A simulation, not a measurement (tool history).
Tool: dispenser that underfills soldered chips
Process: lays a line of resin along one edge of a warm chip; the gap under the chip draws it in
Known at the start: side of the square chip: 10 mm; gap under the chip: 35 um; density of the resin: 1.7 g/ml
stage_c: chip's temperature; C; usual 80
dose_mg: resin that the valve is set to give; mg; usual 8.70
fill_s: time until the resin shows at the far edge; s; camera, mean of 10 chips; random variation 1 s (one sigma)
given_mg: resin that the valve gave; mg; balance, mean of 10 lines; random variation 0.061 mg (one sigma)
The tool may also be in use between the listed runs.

| run | hour | stage_c | dose_mg | fill_s | given_mg |
|---|---|---|---|---|---|
| 1 | 0.0 | 80 | 8.70 | 134.8 | 8.45 |
|  | 2.9 | new syringe of resin |
| 2 | 3.3 | 80 | 8.70 | 102.2 | 8.45 |
| 3 | 9.1 | 80 | 8.70 | 121.0 | 8.34 |
| 4 | 13.7 | 80 | 8.70 | 141.3 | 8.43 |
|  | 15.0 | new syringe of resin |
| 5 | 19.7 | 80 | 8.70 | 118.2 | 8.34 |
| 6 | 23.4 | 80 | 8.70 | 133.6 | 8.25 |
|  | 27.2 | new syringe of resin |
| 7 | 30.6 | 73 | 8.70 | 154.6 | 8.34 |
| 8 | 35.9 | 80 | 8.43 | 136.2 | 7.93 |
|  | 39.4 | new syringe of resin |
| 9 | 39.5 | 80 | 8.70 | 103.5 | 8.28 |
| 10 | 45.5 | 80 | 8.70 | 121.9 | 8.32 |
|  | 51.4 | new syringe of resin |
| 11 | 51.7 | 80 | 8.91 | 103.4 | 8.43 |
| 12 | 58.4 | 80 | 8.42 | 128.9 | 7.84 |
| 13 | 61.4 | 80 | 7.60 | 147.1 | 7.13 |
|  | 63.8 | new syringe of resin |
| 14 | 65.3 | 80 | 7.60 | 111.5 | 7.01 |
| 15 | 71.0 | 80 | 8.70 | 125.0 | 8.05 |
|  | 75.9 | new syringe of resin |
| 16 | 77.0 | 80 | 8.70 | 106.0 | 8.12 |
| 17 | 79.9 | 80 | 8.70 | 113.3 | 7.92 |
| 18 | 86.5 | 80 | 8.70 | 145.3 | 8.07 |
|  | 88.0 | new syringe of resin |
| 19 | 91.6 | 93 | 8.03 | 71.3 | 7.36 |
| 20 | 97.5 | 93 | 8.03 | 87.4 | 7.32 |
|  | 100.3 | new syringe of resin |
|  | 103.0 | dispensing valve cleaned and set on the balance |
| 21 | 104.6 | 93 | 8.03 | 69.0 | 8.05 |
| 22 | 110.9 | 70 | 7.49 | 218.7 | 7.41 |
|  | 113.3 | new syringe of resin |
| 23 | 118.0 | 92 | 7.67 | 75.3 | 7.56 |
| 24 | 123.1 | 80 | 8.77 | 139.8 | 8.63 |
|  | 125.3 | new syringe of resin |
| 25 | 128.4 | 80 | 8.77 | 115.6 | 8.67 |
| 26 | 133.3 | 70 | 8.50 | 204.2 | 8.45 |
|  | 137.5 | new syringe of resin |
| 27 | 140.5 | 77 | 8.81 | 128.8 | 8.62 |
| 28 | 144.4 | 92 | 8.57 | 78.5 | 8.25 |
|  | 149.8 | new syringe of resin |
| 29 | 150.6 | 92 | 8.57 | 65.1 | 8.34 |
| 30 | 153.5 | 66 | 9.18 | 210.3 | 8.80 |
| 31 | 157.7 | 66 | 9.18 | 236.8 | 8.94 |
|  | 162.2 | new syringe of resin |
| 32 | 164.8 | 68 | 9.46 | 181.2 | 9.08 |
| 33 | 171.0 | 82 | 10.59 | 119.2 | 10.18 |
|  | 174.1 | new syringe of resin |
| 34 | 175.8 | 82 | 10.59 | 100.6 | 10.17 |
| 35 | 178.9 | 74 | 8.91 | 153.4 | 8.62 |

Some steps in fill_s between neighbouring runs. How much of each would the tool show without its hidden state too (settings, what came in, random variation), and how much is left for the hidden state, with any gauge scatter that isn't in both results?
The hidden state here: resin's viscosity, % of fresh resin's; dose that the valve gives, % of what is set; true chip temperature over the reading, C; drift of the gauge itself on fill_s, %; drift of the gauge itself on given_mg, %.
Run 21 -> 22: stage_c 93 -> 70, dose_mg 8.03 -> 7.49. fill_s +149.7 s: hidden state +51.7, all else +98.0.
Run 22 -> 23: stage_c 70 -> 92, dose_mg 7.49 -> 7.67, new syringe of resin. fill_s -143.4 s: hidden state -47.3, all else -96.1.
Run 29 -> 30: stage_c 92 -> 66, dose_mg 8.57 -> 9.18. fill_s +145.2 s: hidden state +25.7, all else +119.5.
Run 31 -> 32: stage_c 66 -> 68, dose_mg 9.18 -> 9.46, new syringe of resin. fill_s -55.6 s: hidden state -41.0, all else -14.6.
